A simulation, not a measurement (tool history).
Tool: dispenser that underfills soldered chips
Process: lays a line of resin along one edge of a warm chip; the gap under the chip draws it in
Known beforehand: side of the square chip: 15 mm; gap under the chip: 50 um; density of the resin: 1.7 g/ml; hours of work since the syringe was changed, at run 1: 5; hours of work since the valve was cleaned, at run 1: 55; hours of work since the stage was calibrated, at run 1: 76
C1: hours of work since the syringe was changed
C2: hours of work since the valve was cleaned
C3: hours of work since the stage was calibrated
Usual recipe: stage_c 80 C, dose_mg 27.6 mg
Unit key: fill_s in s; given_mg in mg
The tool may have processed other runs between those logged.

{"run": 1, "hour": 0.0, "stage_c": 80, "dose_mg": 27.6, "C1": 5, "C2": 55, "C3": 76, "fill_s": 348, "given_mg": 26.18}
{"hour": 1.1, "done": "new syringe of resin"}
{"run": 2, "hour": 8.1, "stage_c": 80, "dose_mg": 31.5, "C1": 5, "C2": 61, "C3": 81, "fill_s": 352.1, "given_mg": 29.88}
{"hour": 9.0, "done": "new syringe of resin"}
{"run": 3, "hour": 13.4, "stage_c": 80, "dose_mg": 23.6, "C1": 3, "C2": 64, "C3": 84, "fill_s": 305.6, "given_mg": 22.33}
{"hour": 17.3, "done": "new syringe of resin"}
{"run": 4, "hour": 17.5, "stage_c": 80, "dose_mg": 23.6, "C1": 0, "C2": 67, "C3": 87, "fill_s": 247, "given_mg": 22.43}
{"run": 5, "hour": 21.8, "stage_c": 80, "dose_mg": 23.6, "C1": 3, "C2": 70, "C3": 90, "fill_s": 318.6, "given_mg": 22.27}
{"hour": 25.7, "done": "new syringe of resin"}
{"run": 6, "hour": 30.1, "stage_c": 80, "dose_mg": 23.6, "C1": 3, "C2": 75, "C3": 96, "fill_s": 319, "given_mg": 21.95}
{"hour": 33.7, "done": "new syringe of resin"}
{"run": 7, "hour": 35.8, "stage_c": 80, "dose_mg": 23.6, "C1": 1, "C2": 79, "C3": 100, "fill_s": 282.5, "given_mg": 21.81}
{"hour": 42.0, "done": "new syringe of resin"}
{"run": 8, "hour": 42.6, "stage_c": 80, "dose_mg": 23.6, "C1": 0, "C2": 84, "C3": 104, "fill_s": 255.6, "given_mg": 21.68}
{"run": 9, "hour": 47.3, "stage_c": 80, "dose_mg": 23.6, "C1": 4, "C2": 87, "C3": 107, "fill_s": 336.1, "given_mg": 21.71}
{"hour": 50.0, "done": "new syringe of resin"}
{"run": 10, "hour": 55.5, "stage_c": 80, "dose_mg": 30.5, "C1": 4, "C2": 93, "C3": 113, "fill_s": 319.5, "given_mg": 28.07}
{"hour": 58.2, "done": "new syringe of resin"}
{"run": 11, "hour": 60.5, "stage_c": 80, "dose_mg": 30.5, "C1": 2, "C2": 96, "C3": 116, "fill_s": 257.3, "given_mg": 28.06}
{"run": 12, "hour": 65.3, "stage_c": 80, "dose_mg": 30.5, "C1": 5, "C2": 99, "C3": 120, "fill_s": 356.8, "given_mg": 27.79}
{"hour": 66.4, "done": "new syringe of resin"}
{"hour": 74.7, "done": "new syringe of resin"}
{"run": 13, "hour": 74.8, "stage_c": 68, "dose_mg": 27.3, "C1": 0, "C2": 106, "C3": 126, "fill_s": 387, "given_mg": 24.83}
{"hour": 82.8, "done": "new syringe of resin"}
{"run": 14, "hour": 83.1, "stage_c": 68, "dose_mg": 27.3, "C1": 0, "C2": 111, "C3": 132, "fill_s": 395, "given_mg": 24.7}
{"run": 15, "hour": 89.2, "stage_c": 80, "dose_mg": 28.3, "C1": 5, "C2": 116, "C3": 136, "fill_s": 341.8, "given_mg": 25.39}
{"hour": 91.0, "done": "new syringe of resin"}
{"hour": 92.0, "done": "dispensing valve cleaned and set on the balance"}
{"run": 16, "hour": 97.1, "stage_c": 80, "dose_mg": 27.6, "C1": 4, "C2": 4, "C3": 140, "fill_s": 297.2, "given_mg": 27.66}
{"hour": 100.0, "done": "new syringe of resin"}
{"run": 17, "hour": 105.8, "stage_c": 74, "dose_mg": 33.7, "C1": 4, "C2": 9, "C3": 146, "fill_s": 390.8, "given_mg": 33.34}
{"hour": 108.0, "done": "new syringe of resin"}
{"run": 18, "hour": 113.3, "stage_c": 74, "dose_mg": 33.7, "C1": 4, "C2": 15, "C3": 151, "fill_s": 390.7, "given_mg": 33.34}
{"hour": 116.1, "done": "new syringe of resin"}
{"run": 19, "hour": 121.9, "stage_c": 90, "dose_mg": 27.5, "C1": 4, "C2": 20, "C3": 157, "fill_s": 211, "given_mg": 26.99}
{"hour": 124.4, "done": "new syringe of resin"}
{"run": 20, "hour": 131.1, "stage_c": 70, "dose_mg": 23.6, "C1": 5, "C2": 27, "C3": 163, "fill_s": 541.7, "given_mg": 22.96}
{"hour": 132.9, "done": "new syringe of resin"}
{"run": 21, "hour": 135.8, "stage_c": 79, "dose_mg": 31.6, "C1": 2, "C2": 30, "C3": 167, "fill_s": 270.8, "given_mg": 30.69}

Below are 4 alternative next runs, each starting from the tool's condition after run 21. Predict each:
{"hour": 141.3, "done": "new syringe of resin"}
{"run": "A", "hour": 141.3, "stage_c": 80, "dose_mg": 28.5, "C1": 0, "C2": 33, "C3": 170, "fill_s": "?", "given_mg": "?"}
{"hour": 141.3, "done": "new syringe of resin"}
{"run": "B", "hour": 141.3, "stage_c": 80, "dose_mg": 32.5, "C1": 0, "C2": 33, "C3": 170, "fill_s": "?", "given_mg": "?"}
{"hour": 141.3, "done": "new syringe of resin"}
{"run": "C", "hour": 141.3, "stage_c": 86, "dose_mg": 30.2, "C1": 0, "C2": 33, "C3": 170, "fill_s": "?", "given_mg": "?"}
{"hour": 141.3, "done": "new syringe of resin"}
{"run": "D", "hour": 141.3, "stage_c": 88, "dose_mg": 31.3, "C1": 0, "C2": 33, "C3": 170, "fill_s": "?", "given_mg": "?"}

run=A fill_s=227.4 given_mg=27.6
run=B fill_s=224.3 given_mg=31.62
run=C fill_s=177.9 given_mg=29.1
run=D fill_s=162.3 given_mg=30.3
What these runs would have given with no unlogged condition in the tool:
run=A fill_s=231.2 given_mg=28.44
run=B fill_s=228.7 given_mg=32.57
run=C fill_s=180.8 given_mg=29.98
run=D fill_s=165 given_mg=31.22
